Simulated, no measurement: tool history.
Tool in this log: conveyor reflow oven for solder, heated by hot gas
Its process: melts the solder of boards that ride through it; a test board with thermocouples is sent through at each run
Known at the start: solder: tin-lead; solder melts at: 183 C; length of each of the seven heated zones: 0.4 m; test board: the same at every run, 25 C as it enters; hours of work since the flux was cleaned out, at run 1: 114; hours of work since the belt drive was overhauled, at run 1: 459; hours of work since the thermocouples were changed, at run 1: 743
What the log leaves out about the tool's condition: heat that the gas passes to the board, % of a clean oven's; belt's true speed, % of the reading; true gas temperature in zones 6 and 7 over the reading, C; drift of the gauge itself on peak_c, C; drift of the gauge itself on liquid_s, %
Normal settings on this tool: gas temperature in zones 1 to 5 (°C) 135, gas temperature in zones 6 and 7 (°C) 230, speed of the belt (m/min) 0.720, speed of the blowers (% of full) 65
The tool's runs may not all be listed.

run   hour  gas temperature in zones 1 to 5 (°C)  gas temperature in zones 6 and 7 (°C)  speed of the belt (m/min)  speed of the blowers (% of full)  hours of work since the flux was cleaned out  hours of work since the belt drive was overhauled  hours of work since the thermocouples were changed  highest temperature of the board (°C)  time above the solder's melting point (s)
  1    0.0                                   135                                    230                      0.720                                65                                           114                                                459                                                 743                                  208.4                                       41.4
  2   21.6                                   135                                    230                      0.720                                65                                           126                                                471                                                 755                                  208.3                                       41.9
  3   34.5                                   135                                    230                      0.720                                85                                           133                                                478                                                 762                                  212.8                                       47.8
  4   43.4                                   135                                    230                      0.720                                85                                           137                                                482                                                 766                                  212.4                                       48.0
  5   56.7                                   135                                    230                      0.720                                65                                           144                                                490                                                 773                                  207.5                                       42.8
  6   71.0                                   135                                    230                      0.720                                65                                           152                                                497                                                 781                                  208.4                                       42.4
  7   83.6                                   135                                    230                      0.720                                65                                           159                                                504                                                 788                                  208.9                                       41.3
  8   94.8                                   135                                    230                      0.720                                65                                           165                                                510                                                 794                                  208.2                                       42.0
  9  113.4                                   135                                    230                      0.720                                65                                           175                                                520                                                 804                                  208.7                                       41.1
 10  130.4                                   135                                    230                      0.720                                65                                           184                                                529                                                 813                                  207.6                                       41.2
 11  141.8                                   137                                    230                      0.720                                65                                           190                                                535                                                 819                                  208.2                                       43.1
 12  150.8                                   137                                    230                      0.720                                65                                           195                                                540                                                 824                                  209.3                                       42.7
 13  169.1                                   137                                    230                      0.720                                65                                           205                                                550                                                 834                                  208.5                                       42.8
 14  189.1                                   137                                    230                      0.720                                65                                           215                                                560                                                 844                                  208.5                                       43.3
 15  202.6                                   135                                    230                      0.834                                65                                           223                                                568                                                 852                                  203.2                                       29.6
 16  221.3                                   135                                    230                      0.834                                65                                           233                                                578                                                 862                                  203.1                                       29.6
 17  234.0                                   135                                    228                      0.834                                81                                           239                                                585                                                 868                                  206.1                                       33.1
 18  247.3                                   135                                    230                      0.777                                65                                           247                                                592                                                 876                                  205.4                                       36.0
 19  263.1                                   135                                    230                      0.777                                65                                           255                                                600                                                 884                                  205.3                                       35.6
 20  284.1                                   122                                    220                      0.830                                78                                           266                                                611                                                 895                                  195.5                                       21.0
 21  302.4                                   122                                    220                      0.830                                78                                           276                                                621                                                 905                                  195.9                                       20.0
 22  315.5                                   122                                    220                      0.830                                78                                           283                                                628                                                 912                                  195.1                                       19.8
 23  337.4                                   122                                    220                      0.830                                78                                           295                                                640                                                 924                                  195.9                                       19.1
 24  348.8                                   122                                    220                      0.830                                78                                           301                                                646                                                 930                                  195.2                                       19.7
 25  364.3                                   139                                    220                      0.830                                78                                           309                                                654                                                 938                                  199.5                                       27.7
 26  377.8                                   139                                    220                      0.830                                78                                           316                                                662                                                 945                                  199.4                                       28.0
 27  399.2                                   131                                    240                      0.854                                63                                           328                                                673                                                 957                                  207.0                                       32.3
 28  410.0                                   131                                    240                      0.854                                63                                           334                                                679                                                 963                                  207.1                                       32.6
 29  428.7                                   134                                    232                      0.764                                65                                           344                                                689                                                 973                                  206.8                                       37.4
 30  440.1                                   144                                    230                      0.609                                63                                           350                                                695                                                 979                                  213.6                                       60.4

Alternative continuations, all from the tool just after run 30; predict every row:
  A  457.8                                   140                                    233                      0.615                                63                                           359                                                704                                                 988                                      ?                                          ?
  B  457.8                                   128                                    230                      0.720                                65                                           359                                                704                                                 988                                      ?                                          ?
  C  457.8                                   135                                    235                      0.720                                65                                           359                                                704                                                 988                                      ?                                          ?
  D  457.8                                   127                                    225                      0.720                                53                                           359                                                704                                                 988                                      ?                                          ?
  E  457.8                                   135                                    230                      0.720                                57                                           359                                                704                                                 988                                      ?                                          ?

run  highest temperature of the board (°C)  time above the solder's melting point (s)
  A                                  214.8                                       57.7
  B                                  205.6                                       38.0
  C                                  211.8                                       44.7
  D                                  197.5                                       28.0
  E                                  205.1                                       38.4
Without the tool's hidden state the same runs would have given:
run  highest temperature of the board (°C)  time above the solder's melting point (s)
  A                                  218.6                                       60.1
  B                                  209.6                                       41.4
  C                                  215.7                                       47.4
  D                                  201.1                                       32.2
  E                                  208.8                                       41.7

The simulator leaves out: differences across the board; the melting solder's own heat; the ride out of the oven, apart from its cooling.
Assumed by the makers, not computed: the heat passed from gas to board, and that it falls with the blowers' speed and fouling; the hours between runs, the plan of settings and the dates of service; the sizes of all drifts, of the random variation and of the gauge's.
